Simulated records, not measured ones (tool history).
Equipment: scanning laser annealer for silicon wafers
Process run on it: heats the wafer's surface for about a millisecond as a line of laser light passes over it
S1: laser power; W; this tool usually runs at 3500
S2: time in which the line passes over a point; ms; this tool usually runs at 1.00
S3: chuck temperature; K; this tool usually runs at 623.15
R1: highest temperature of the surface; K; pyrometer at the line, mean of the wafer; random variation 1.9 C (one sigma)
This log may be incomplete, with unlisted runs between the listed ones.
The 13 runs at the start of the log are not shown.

run,hour,S1,S2,S3,R1
14,551.7,3494,0.85,623.15,1273.15
15,602.9,3494,0.85,623.15,1272.15
16,628.7,3494,0.85,623.15,1270.15
17,668.4,3494,0.85,623.15,1268.15
18,702.8,3494,0.85,623.15,1265.15
19,739.1,3500,1.00,602.15,1311.15
20,783.0,3338,1.07,600.15,1295.15
21,809.3,3377,1.00,610.15,1286.15
22,850.8,3339,0.93,599.15,1238.15
# hour 880.8: window over the wafer cleaned
23,884.2,3496,1.02,623.15,1369.15
# hour 892.8: optics aligned, line set to its width
24,933.6,3496,1.02,623.15,1365.15
25,964.5,3496,1.02,623.15,1361.15
# hour 1013.5: optics aligned, line set to its width, once more
26,1021.0,3839,1.00,650.15,1479.15
27,1055.6,3565,0.86,596.15,1290.15
28,1103.4,3565,0.86,602.15,1292.15
29,1148.0,3500,1.22,601.15,1431.15
30,1180.9,3519,1.00,623.15,1367.15
31,1222.2,3722,0.99,623.15,1411.15
32,1274.8,3722,0.99,623.15,1405.15
33,1310.7,3500,0.98,640.15,1363.15

Branching from run 33: 5 alternative next runs. What would each branch give?
A,1337.2,3500,0.91,609.15,?
B,1337.2,3500,0.81,593.15,?
C,1337.2,3500,1.24,640.15,?
D,1337.2,3500,0.98,639.15,?
E,1337.2,3500,0.90,627.15,?

run,R1
A,1302.15
B,1237.15
C,1465.15
D,1360.15
E,1316.15
With no hidden state in the tool, these same runs would have given:
run,R1
A,1325.15
B,1259.15
C,1493.15
D,1384.15
E,1339.15
